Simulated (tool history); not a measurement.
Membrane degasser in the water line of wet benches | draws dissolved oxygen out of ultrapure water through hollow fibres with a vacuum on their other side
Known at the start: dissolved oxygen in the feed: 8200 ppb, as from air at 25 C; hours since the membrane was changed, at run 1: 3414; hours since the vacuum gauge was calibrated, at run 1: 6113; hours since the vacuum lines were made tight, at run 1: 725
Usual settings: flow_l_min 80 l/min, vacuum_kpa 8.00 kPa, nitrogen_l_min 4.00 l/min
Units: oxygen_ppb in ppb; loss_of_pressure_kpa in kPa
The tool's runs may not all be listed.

run	hour	flow_l_min	vacuum_kpa	nitrogen_l_min	hours since the membrane was changed	hours since the vacuum gauge was calibrated	hours since the vacuum lines were made tight	oxygen_ppb	loss_of_pressure_kpa
1	0.0	80	8.00	4.00	3414	6113	725	264.8	44.36
2	90.5	80	8.00	4.00	3505	6204	816	278.1	44.43
3	175.0	80	8.00	4.00	3589	6288	900	275.8	44.40
4	270.4	80	8.00	4.77	3685	6384	995	236.7	44.73
5	347.3	80	8.00	4.77	3762	6461	1072	241.1	44.51
6	421.2	80	8.00	4.77	3836	6534	1146	234.6	45.14
7	499.3	80	8.00	4.77	3914	6613	1224	241.2	44.50
8	568.8	80	8.00	4.77	3983	6682	1294	240.7	44.38
9	629.7	80	8.00	4.77	4044	6743	1355	241.4	44.52
10	694.1	80	8.00	4.77	4108	6807	1419	237.8	44.49
# hour 701.0: vacuum gauge calibrated
11	787.3	80	8.00	4.77	4201	86	1512	247.2	44.88
12	838.0	80	8.00	4.77	4252	137	1563	253.8	44.40
13	910.7	80	8.00	10.04	4325	210	1635	142.7	44.71
14	1006.5	124	8.00	2.30	4420	305	1731	673.3	69.35
15	1053.9	70	11.86	4.00	4468	353	1778	386.8	39.09
16	1097.7	80	18.26	5.90	4512	397	1822	503.5	44.58
# hour 1170.0: vacuum gauge calibrated, once more
17	1175.5	123	11.12	10.00	4589	5	1900	351.0	68.91
18	1218.7	123	11.12	10.00	4632	49	1943	351.6	68.71
19	1262.6	123	11.12	10.00	4676	93	1987	345.0	69.04
20	1332.0	98	6.41	6.71	4745	162	2056	181.2	54.89
21	1413.4	98	6.41	6.71	4827	243	2137	181.2	55.26
22	1455.3	80	17.12	5.71	4869	285	2179	474.1	44.88
23	1536.5	80	17.12	5.71	4950	366	2261	470.4	44.56

Hidden state or all else? Some run-to-run changes of oxygen_ppb, split into what the settings, what came in and random variation would give without the hidden state, and what is left for the hidden state (with any gauge scatter that isn't in both results):
The hidden state here: membrane still open, %; true pressure behind the membrane over the reading, kPa; air that leaks in behind the membrane, l/min; drift of the gauge itself on oxygen_ppb, %; drift of the gauge itself on loss_of_pressure_kpa, %.
Run 13 -> 14: flow_l_min 80 -> 124, nitrogen_l_min 10.04 -> 2.30. oxygen_ppb +530.6 ppb: hidden state +73.0, all else +457.6.
Run 14 -> 15: flow_l_min 124 -> 70, vacuum_kpa 8.00 -> 11.86, nitrogen_l_min 2.30 -> 4.00. oxygen_ppb -286.5 ppb: hidden state -58.0, all else -228.5.
Run 21 -> 22: flow_l_min 98 -> 80, vacuum_kpa 6.41 -> 17.12, nitrogen_l_min 6.71 -> 5.71. oxygen_ppb +292.9 ppb: hidden state -4.0, all else +296.9.
